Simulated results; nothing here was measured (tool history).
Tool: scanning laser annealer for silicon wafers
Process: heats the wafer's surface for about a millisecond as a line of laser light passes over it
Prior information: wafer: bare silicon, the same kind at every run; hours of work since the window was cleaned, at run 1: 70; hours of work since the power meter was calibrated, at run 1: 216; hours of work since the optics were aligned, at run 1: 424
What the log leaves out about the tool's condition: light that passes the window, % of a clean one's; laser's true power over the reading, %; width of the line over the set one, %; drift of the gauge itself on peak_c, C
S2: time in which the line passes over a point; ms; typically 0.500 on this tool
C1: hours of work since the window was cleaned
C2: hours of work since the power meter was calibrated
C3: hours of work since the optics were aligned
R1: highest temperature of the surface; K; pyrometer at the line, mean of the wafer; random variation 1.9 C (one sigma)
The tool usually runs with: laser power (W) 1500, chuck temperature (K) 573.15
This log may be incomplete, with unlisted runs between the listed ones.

Run 1, day 0.000: usual settings; C1 70; C2 216; C3 424. Result: R1 1396.15 K.
Run 2, day 0.379: usual settings; C1 74; C2 220; C3 428. Result: R1 1396.15 K.
Run 3, day 0.700: usual settings but chuck temperature (K) 565.15; C1 78; C2 223; C3 431. Result: R1 1385.15 K.
Run 4, day 1.267: usual settings; C1 84; C2 229; C3 437. Result: R1 1395.15 K.
Run 5, day 1.625: usual settings but chuck temperature (K) 547.15; C1 88; C2 233; C3 441. Result: R1 1372.15 K.
Run 6, day 2.167: usual settings; C1 93; C2 239; C3 447. Result: R1 1396.15 K.
Run 7, day 2.550: usual settings; C1 97; C2 243; C3 451. Result: R1 1392.15 K.
Run 8, day 2.888: usual settings; C1 101; C2 246; C3 455. Result: R1 1397.15 K.
Run 9, day 3.604: usual settings; C1 109; C2 254; C3 462. Result: R1 1393.15 K.
Run 10, day 3.988: usual settings; C1 113; C2 258; C3 467. Result: R1 1391.15 K.
Run 11, day 4.679: usual settings but S2 0.371 ms; C1 120; C2 266; C3 474. Result: R1 1264.15 K.
Run 12, day 4.996: usual settings but chuck temperature (K) 559.15; C1 124; C2 269; C3 477. Result: R1 1380.15 K.
Run 13, day 5.617: usual settings but chuck temperature (K) 559.15; C1 130; C2 276; C3 484. Result: R1 1376.15 K.
Run 14, day 5.996: usual settings but chuck temperature (K) 559.15; C1 134; C2 280; C3 488. Result: R1 1378.15 K.
Run 15, day 6.708: usual settings but chuck temperature (K) 559.15; C1 142; C2 287; C3 496. Result: R1 1376.15 K.
Run 16, day 7.258: usual settings but chuck temperature (K) 559.15; C1 148; C2 293; C3 502. Result: R1 1377.15 K.
Run 17, day 7.912: usual settings but chuck temperature (K) 559.15; C1 155; C2 300; C3 509. Result: R1 1378.15 K.
Run 18, day 8.462: usual settings but chuck temperature (K) 559.15; C1 161; C2 306; C3 514. Result: R1 1376.15 K.
Run 19, day 8.992: usual settings but laser power (W) 1381, S2 0.584 ms, chuck temperature (K) 545.15; C1 166; C2 312; C3 520. Result: R1 1355.15 K.
Run 20, day 9.688: usual settings but laser power (W) 1502, S2 0.509 ms, chuck temperature (K) 595.15; C1 174; C2 319; C3 528. Result: R1 1424.15 K.
Run 21, day 10.050: usual settings but S2 0.554 ms, chuck temperature (K) 608.15; C1 178; C2 323; C3 531. Result: R1 1473.15 K.
Run 22, day 10.571: usual settings but laser power (W) 1302, S2 0.554 ms, chuck temperature (K) 579.15; C1 183; C2 329; C3 537. Result: R1 1309.15 K.
Run 23, day 11.167: usual settings but laser power (W) 1488, S2 0.494 ms, chuck temperature (K) 582.15; C1 190; C2 335; C3 543. Result: R1 1387.15 K.
Run 24, day 11.742: usual settings but laser power (W) 1329, chuck temperature (K) 604.15; C1 196; C2 341; C3 550. Result: R1 1310.15 K.
Run 25, day 12.104: usual settings but chuck temperature (K) 565.15; C1 200; C2 345; C3 553. Result: R1 1378.15 K.
Run 26, day 12.804: usual settings but laser power (W) 1367, S2 0.542 ms, chuck temperature (K) 606.15; C1 207; C2 353; C3 561. Result: R1 1370.15 K.
Run 27, day 13.438: usual settings but laser power (W) 1367, S2 0.542 ms, chuck temperature (K) 606.15; C1 214; C2 360; C3 568. Result: R1 1369.15 K.
Run 28, day 14.175: usual settings but laser power (W) 1367, S2 0.542 ms, chuck temperature (K) 606.15; C1 222; C2 367; C3 576. Result: R1 1370.15 K.
Run 29, day 14.796: usual settings but laser power (W) 1367, S2 0.542 ms, chuck temperature (K) 606.15; C1 229; C2 374; C3 582. Result: R1 1368.15 K.
Run 30, day 15.208: usual settings but laser power (W) 1312, S2 0.591 ms, chuck temperature (K) 548.15; C1 233; C2 378; C3 587. Result: R1 1308.15 K.
Run 31, day 15.825: usual settings but laser power (W) 1554, S2 0.591 ms, chuck temperature (K) 548.15; C1 240; C2 385; C3 593. Result: R1 1481.15 K.
Run 32, day 16.158: usual settings but laser power (W) 1554, S2 0.526 ms, chuck temperature (K) 548.15; C1 243; C2 389; C3 597. Result: R1 1423.15 K.
Run 33, day 16.504: usual settings but laser power (W) 1369, S2 0.352 ms; C1 247; C2 392; C3 601. Result: R1 1169.15 K.
Run 34, day 16.900: usual settings but laser power (W) 1369, S2 0.352 ms; C1 251; C2 397; C3 605. Result: R1 1172.15 K.
Run 35, day 17.404: usual settings but laser power (W) 1369, S2 0.352 ms; C1 257; C2 402; C3 610. Result: R1 1173.15 K.

How would selected steps in R1 from run to run divide? Give the signed amount a tool lacking its hidden state would still show from settings, what came in and random variation, and the signed amount left for the hidden state, including any gauge scatter that is not in both of the compared results.
Run 11 -> 12: S2 0.371 -> 0.500, chuck temperature (K) 573.15 -> 559.15. R1 +116.00 K: hidden state -2.00, all else +118.00.
Run 19 -> 20: laser power (W) 1381 -> 1502, S2 0.584 -> 0.509, chuck temperature (K) 545.15 -> 595.15. R1 +69.00 K: hidden state -2.00, all else +71.00.
Run 21 -> 22: laser power (W) 1500 -> 1302, chuck temperature (K) 608.15 -> 579.15. R1 -164.00 K: hidden state +1.00, all else -165.00.
Run 30 -> 31: laser power (W) 1312 -> 1554. R1 +173.00 K: hidden state -2.00, all else +175.00.
Run 32 -> 33: laser power (W) 1554 -> 1369, S2 0.526 -> 0.352, chuck temperature (K) 548.15 -> 573.15. R1 -254.00 K: hidden state +5.00, all else -259.00.

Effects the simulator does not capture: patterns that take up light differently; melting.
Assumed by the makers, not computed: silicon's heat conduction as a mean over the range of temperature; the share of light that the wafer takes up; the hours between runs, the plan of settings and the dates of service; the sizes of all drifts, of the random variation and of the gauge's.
